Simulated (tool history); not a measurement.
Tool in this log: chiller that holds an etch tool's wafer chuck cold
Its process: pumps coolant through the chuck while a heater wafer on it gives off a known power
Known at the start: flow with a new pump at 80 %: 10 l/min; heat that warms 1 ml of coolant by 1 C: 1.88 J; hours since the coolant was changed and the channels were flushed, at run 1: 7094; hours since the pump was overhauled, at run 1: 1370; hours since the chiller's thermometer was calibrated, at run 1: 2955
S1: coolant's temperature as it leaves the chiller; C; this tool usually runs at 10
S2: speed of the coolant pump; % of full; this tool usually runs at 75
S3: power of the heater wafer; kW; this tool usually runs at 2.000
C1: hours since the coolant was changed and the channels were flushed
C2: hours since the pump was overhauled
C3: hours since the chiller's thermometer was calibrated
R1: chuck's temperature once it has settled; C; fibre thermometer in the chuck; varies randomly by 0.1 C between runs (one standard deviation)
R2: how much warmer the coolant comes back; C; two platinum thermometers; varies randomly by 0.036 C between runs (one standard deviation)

run 1 hour=0.0 | S1=10 S2=75 S3=2.000 | C1=7094 C2=1370 C3=2955 | R1=26.1 R2=6.92
run 2 hour=30.6 | S1=10 S2=75 S3=2.000 | C1=7125 C2=1400 C3=2986 | R1=26.1 R2=6.92
run 3 hour=65.6 | S1=10 S2=75 S3=2.000 | C1=7160 C2=1435 C3=3021 | R1=26.1 R2=6.97
run 4 hour=98.3 | S1=10 S2=75 S3=1.570 | C1=7193 C2=1468 C3=3053 | R1=22.7 R2=5.45
run 5 hour=120.0 | S1=10 S2=75 S3=1.570 | C1=7214 C2=1490 C3=3075 | R1=22.6 R2=5.49
run 6 hour=152.0 | S1=10 S2=75 S3=1.570 | C1=7246 C2=1522 C3=3107 | R1=22.8 R2=5.47
run 7 hour=191.1 | S1=10 S2=91 S3=1.570 | C1=7285 C2=1561 C3=3146 | R1=21.1 R2=4.55
run 8 hour=219.0 | S1=10 S2=91 S3=1.570 | C1=7313 C2=1589 C3=3174 | R1=21.0 R2=4.55
run 9 hour=239.0 | S1=10 S2=91 S3=1.570 | C1=7333 C2=1609 C3=3194 | R1=20.9 R2=4.56
run 10 hour=260.2 | S1=10 S2=91 S3=1.570 | C1=7355 C2=1630 C3=3215 | R1=20.9 R2=4.52
run 11 hour=281.3 | S1=10 S2=91 S3=1.570 | C1=7376 C2=1651 C3=3237 | R1=21.0 R2=4.49
run 12 hour=315.0 | S1=10 S2=64 S3=2.000 | C1=7409 C2=1685 C3=3270 | R1=28.2 R2=8.06
run 13 hour=353.1 | S1=10 S2=64 S3=2.000 | C1=7447 C2=1723 C3=3308 | R1=28.2 R2=8.11
run 14 hour=378.4 | S1=10 S2=64 S3=2.000 | C1=7473 C2=1748 C3=3334 | R1=28.4 R2=8.16
run 15 hour=408.7 | S1=10 S2=62 S3=2.000 | C1=7503 C2=1778 C3=3364 | R1=28.7 R2=8.45
run 16 hour=425.0 | S1=10 S2=75 S3=2.688 | C1=7519 C2=1795 C3=3380 | R1=31.8 R2=9.38
run 17 hour=441.1 | S1=10 S2=86 S3=2.806 | C1=7535 C2=1811 C3=3396 | R1=30.5 R2=8.53
run 18 hour=476.6 | S1=10 S2=75 S3=1.801 | C1=7571 C2=1846 C3=3432 | R1=24.6 R2=6.28
run 19 hour=509.3 | S1=11 S2=79 S3=1.801 | C1=7604 C2=1879 C3=3465 | R1=25.1 R2=6.03
run 20 hour=547.6 | S1=1 S2=75 S3=1.659 | C1=7642 C2=1917 C3=3503 | R1=14.3 R2=5.78
run 21 hour=585.6 | S1=1 S2=75 S3=1.659 | C1=7680 C2=1955 C3=3541 | R1=14.6 R2=5.80
run 22 hour=602.4 | S1=1 S2=85 S3=1.172 | C1=7697 C2=1972 C3=3558 | R1=9.9 R2=3.69
run 23 hour=634.5 | S1=11 S2=66 S3=2.638 | C1=7729 C2=2004 C3=3590 | R1=34.6 R2=10.43
run 24 hour=652.7 | S1=11 S2=76 S3=2.638 | C1=7747 C2=2022 C3=3608 | R1=32.3 R2=9.02
run 25 hour=687.2 | S1=3 S2=76 S3=2.119 | C1=7782 C2=2057 C3=3642 | R1=20.2 R2=7.29
run 26 hour=724.3 | S1=19 S2=90 S3=1.410 | C1=7819 C2=2094 C3=3680 | R1=29.1 R2=4.14
run 27 hour=746.0 | S1=19 S2=90 S3=1.410 | C1=7840 C2=2116 C3=3701 | R1=29.3 R2=4.10
-- hour=759.1 chiller's thermometer calibrated
run 28 hour=784.2 | S1=16 S2=98 S3=2.000 | C1=7878 C2=2153 C3=25 | R1=29.1 R2=5.31
run 29 hour=810.7 | S1=9 S2=67 S3=1.347 | C1=7904 C2=2179 C3=52 | R1=20.8 R2=5.25
run 30 hour=845.4 | S1=10 S2=75 S3=1.728 | C1=7939 C2=2214 C3=86 | R1=23.9 R2=6.06
run 31 hour=863.3 | S1=10 S2=75 S3=1.728 | C1=7957 C2=2232 C3=104 | R1=24.1 R2=6.10

What if the next run were any one of these 3? Each begins from the tool's condition after run 31:
run A hour=879.4 | S1=10 S2=80 S3=1.041 | C1=7973 C2=2248 C3=120 | R1=? R2=?
run B hour=879.4 | S1=2 S2=69 S3=1.368 | C1=7973 C2=2248 C3=120 | R1=? R2=?
run C hour=879.4 | S1=16 S2=68 S3=2.589 | C1=7973 C2=2248 C3=120 | R1=? R2=?

run=A R1=17.7 R2=3.37
run=B R1=13.7 R2=5.18
run=C R1=38.3 R2=9.97
Stripped of hidden state, with their random variation kept, the same runs would have yielded:
run=A R1=16.7 R2=3.27
run=B R1=12.2 R2=5.03
run=C R1=35.5 R2=9.69

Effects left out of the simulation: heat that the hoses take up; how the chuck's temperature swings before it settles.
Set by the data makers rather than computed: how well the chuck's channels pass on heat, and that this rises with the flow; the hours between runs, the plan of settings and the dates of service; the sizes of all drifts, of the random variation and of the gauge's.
